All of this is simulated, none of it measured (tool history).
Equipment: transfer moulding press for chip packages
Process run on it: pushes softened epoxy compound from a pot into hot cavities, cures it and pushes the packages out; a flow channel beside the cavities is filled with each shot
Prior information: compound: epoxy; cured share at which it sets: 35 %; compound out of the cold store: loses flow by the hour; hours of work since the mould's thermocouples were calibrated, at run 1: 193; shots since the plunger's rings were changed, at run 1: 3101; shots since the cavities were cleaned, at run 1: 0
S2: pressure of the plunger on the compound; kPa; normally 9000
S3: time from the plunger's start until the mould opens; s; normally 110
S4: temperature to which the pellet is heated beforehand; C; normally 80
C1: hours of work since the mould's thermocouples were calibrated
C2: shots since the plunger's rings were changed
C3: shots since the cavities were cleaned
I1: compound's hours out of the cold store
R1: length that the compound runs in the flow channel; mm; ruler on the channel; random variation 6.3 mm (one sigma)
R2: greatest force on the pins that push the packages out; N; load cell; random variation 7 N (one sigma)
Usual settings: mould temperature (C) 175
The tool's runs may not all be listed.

Run 1, hour 0: usual settings; C1 193; C2 3101; C3 0; I1 12.3. Result: R1 661 mm, R2 297 N.
At hour 77.7: cavities cleaned with cleaning compound and waxed.
Run 2, hour 88.5: usual settings but S2 7950 kPa; C1 242; C2 3933; C3 103; I1 25.6. Result: R1 581 mm, R2 336 N.
Run 3, hour 145.8: usual settings but S2 7950 kPa; C1 275; C2 4481; C3 651; I1 38.9. Result: R1 569 mm, R2 421 N.
At hour 154.9: cavities cleaned with cleaning compound and waxed.
Run 4, hour 211.1: usual settings but S2 7950 kPa; C1 311; C2 5091; C3 538; I1 34.2. Result: R1 559 mm, R2 417 N.
At hour 230.8: cavities cleaned with cleaning compound and waxed.
Run 5, hour 272.1: usual settings but mould temperature (C) 174; C1 344; C2 5660; C3 395; I1 43.8. Result: R1 590 mm, R2 404 N.
At hour 309.7: cavities cleaned with cleaning compound and waxed.
Run 6, hour 363.5: usual settings but mould temperature (C) 174; C1 395; C2 6520; C3 515; I1 21.1. Result: R1 603 mm, R2 430 N.
At hour 389.4: cavities cleaned with cleaning compound and waxed.
At hour 415.1: plunger's sealing rings changed.
Run 7, hour 428.3: usual settings but mould temperature (C) 174; C1 429; C2 127; C3 348; I1 24.9. Result: R1 681 mm, R2 399 N.
At hour 465.9: cavities cleaned with cleaning compound and waxed.
Run 8, hour 499.6: usual settings but mould temperature (C) 174; C1 469; C2 795; C3 323; I1 46.7. Result: R1 648 mm, R2 382 N.
At hour 543.5: cavities cleaned with cleaning compound and waxed.
Run 9, hour 564.6: usual settings but mould temperature (C) 174; C1 505; C2 1402; C3 202; I1 14.5. Result: R1 678 mm, R2 376 N.
At hour 621.6: cavities cleaned with cleaning compound and waxed.
Run 10, hour 639.8: usual settings but mould temperature (C) 174; C1 546; C2 2107; C3 175; I1 22.5. Result: R1 663 mm, R2 357 N.
At hour 698.1: cavities cleaned with cleaning compound and waxed.
Run 11, hour 717.8: usual settings but mould temperature (C) 174; C1 590; C2 2838; C3 189; I1 29.7. Result: R1 632 mm, R2 345 N.
At hour 772.7: cavities cleaned with cleaning compound and waxed.
Run 12, hour 796.9: usual settings; C1 633; C2 3580; C3 231; I1 10.9. Result: R1 661 mm, R2 364 N.
At hour 849.1: cavities cleaned with cleaning compound and waxed.
Run 13, hour 886.5: usual settings; C1 683; C2 4423; C3 358; I1 28.7. Result: R1 615 mm, R2 382 N.
At hour 921.6: cavities cleaned with cleaning compound and waxed.
Run 14, hour 976.9: usual settings; C1 733; C2 5274; C3 530; I1 40.6. Result: R1 592 mm, R2 399 N.
At hour 995.1: cavities cleaned with cleaning compound and waxed.
Run 15, hour 1055.3: usual settings but mould temperature (C) 169, S2 9810 kPa, S3 98 s, S4 72 C; C1 777; C2 6009; C3 576; I1 13. Result: R1 661 mm, R2 789 N.
At hour 1071.2: cavities cleaned with cleaning compound and waxed.
Run 16, hour 1116.6: usual settings but mould temperature (C) 180, S3 119 s; C1 811; C2 6581; C3 435; I1 27. Result: R1 589 mm, R2 356 N.
At hour 1145.1: cavities cleaned with cleaning compound and waxed.
At hour 1162.9: mould's thermocouples calibrated.
At hour 1165.4: plunger's sealing rings changed.
Run 17, hour 1174.8: usual settings but mould temperature (C) 178, S2 10230 kPa, S3 134 s; C1 5; C2 90; C3 240; I1 12.5. Result: R1 731 mm, R2 311 N.
At hour 1227.7: cavities cleaned with cleaning compound and waxed.
Run 18, hour 1246.3: usual settings but mould temperature (C) 169, S2 9090 kPa, S4 81 C; C1 45; C2 760; C3 178; I1 38.4. Result: R1 676 mm, R2 466 N.
At hour 1303.3: cavities cleaned with cleaning compound and waxed.
Run 19, hour 1323: usual settings but S2 9140 kPa; C1 87; C2 1480; C3 189; I1 40.2. Result: R1 643 mm, R2 357 N.
At hour 1379.9: cavities cleaned with cleaning compound and waxed.
Run 20, hour 1416.8: usual settings but S3 124 s; C1 139; C2 2362; C3 353; I1 24.1. Result: R1 659 mm, R2 355 N.
At hour 1455.1: cavities cleaned with cleaning compound and waxed.
Run 21, hour 1498.6: usual settings but S3 124 s, S4 74 C; C1 185; C2 3130; C3 416; I1 9.7. Result: R1 650 mm, R2 365 N.
At hour 1534.2: cavities cleaned with cleaning compound and waxed.
Run 22, hour 1562.1: usual settings but S3 124 s, S4 74 C; C1 220; C2 3723; C3 267; I1 13. Result: R1 647 mm, R2 330 N.
At hour 1608.2: cavities cleaned with cleaning compound and waxed.
Run 23, hour 1636.6: usual settings but S2 9770 kPa, S3 103 s; C1 261; C2 4421; C3 272; I1 37.6. Result: R1 631 mm, R2 395 N.
At hour 1687.9: cavities cleaned with cleaning compound and waxed.
Run 24, hour 1713.4: usual settings but mould temperature (C) 176, S2 7570 kPa, S3 121 s, S4 74 C; C1 304; C2 5141; C3 244; I1 42.5. Result: R1 540 mm, R2 332 N.
At hour 1764.1: cavities cleaned with cleaning compound and waxed.
Run 25, hour 1809.6: usual settings but mould temperature (C) 176, S2 7570 kPa, S3 121 s, S4 74 C; C1 357; C2 6047; C3 435; I1 38.1. Result: R1 529 mm, R2 370 N.
At hour 1839.4: cavities cleaned with cleaning compound and waxed.
Run 26, hour 1887.8: usual settings but mould temperature (C) 176, S2 7570 kPa, S3 119 s, S4 73 C; C1 400; C2 6781; C3 463; I1 21.4. Result: R1 537 mm, R2 371 N.
At hour 1913.9: plunger's sealing rings changed.
At hour 1915.4: cavities cleaned with cleaning compound and waxed.
Run 27, hour 1938: usual settings but S2 9830 kPa, S4 82 C; C1 426; C2 216; C3 216; I1 41.9. Result: R1 668 mm, R2 349 N.

Forecast each of these 3 alternatives for the next run:
At hour 1992.9: cavities cleaned with cleaning compound and waxed.
Run A, hour 2013.6: usual settings but S2 7100 kPa, S4 82 C; C1 468; C2 925; C3 198; I1 35.6. Result: R1 ?, R2 ?.
At hour 1992.9: cavities cleaned with cleaning compound and waxed.
Run B, hour 2013.6: usual settings but S4 71 C; C1 468; C2 925; C3 198; I1 42.4. Result: R1 ?, R2 ?.
At hour 1992.9: cavities cleaned with cleaning compound and waxed.
Run C, hour 2013.6: usual settings but mould temperature (C) 171, S2 7980 kPa, S4 82 C; C1 468; C2 925; C3 198; I1 46.2. Result: R1 ?, R2 ?.

run   R1   R2
  A  568  343
  B  645  341
  C  603  403
Stripped of hidden state, with their random variation kept, the same runs would have yielded:
run   R1   R2
  A  581  280
  B  661  278
  C  617  338
